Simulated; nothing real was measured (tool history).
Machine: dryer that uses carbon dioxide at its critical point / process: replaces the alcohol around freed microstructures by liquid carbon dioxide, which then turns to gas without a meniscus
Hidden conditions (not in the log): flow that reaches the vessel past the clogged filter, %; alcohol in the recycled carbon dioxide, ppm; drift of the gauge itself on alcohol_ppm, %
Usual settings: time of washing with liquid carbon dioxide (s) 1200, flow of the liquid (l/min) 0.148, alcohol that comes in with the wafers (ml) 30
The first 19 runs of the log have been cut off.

run	day	time of washing with liquid carbon dioxide (s)	flow of the liquid (l/min)	alcohol that comes in with the wafers (ml)	hours of work since the filter was changed	hours of work since the purifier's bed was changed	alcohol left in the vessel before it's heated (ppm by volume)
20	33.921	1500	0.146	35	290	955	290
21	35.35	900	0.148	54	305	970	2785
# day 36.925: inlet filter changed
22	36.925	1860	0.148	48	0	986	161
23	38.096	1860	0.148	48	12	998	163
24	39.362	1860	0.252	56	25	1011	154
25	42.012	900	0.124	32	53	1038	2086
26	44.212	900	0.124	32	76	1061	2146
27	45.688	1200	0.148	31	91	1077	430
28	47.733	1200	0.148	31	112	1098	450
29	50.192	1020	0.154	30	138	1123	734
30	51.879	1440	0.154	71	155	1141	373

Consider 3 possible next runs. They are alternatives, not a sequence: every one starts from the tool as it was left by run 30. What does each give?
A	53.821	840	0.114	114	175	1161	?
B	53.821	1260	0.195	23	175	1161	?
C	53.821	1200	0.115	30	175	1161	?

run	alcohol left in the vessel before it's heated (ppm by volume)
A	12951
B	213
C	1129
Stripped of hidden state, with their random variation kept, the same runs would have yielded:
run	alcohol left in the vessel before it's heated (ppm by volume)
A	9720
B	25
C	646
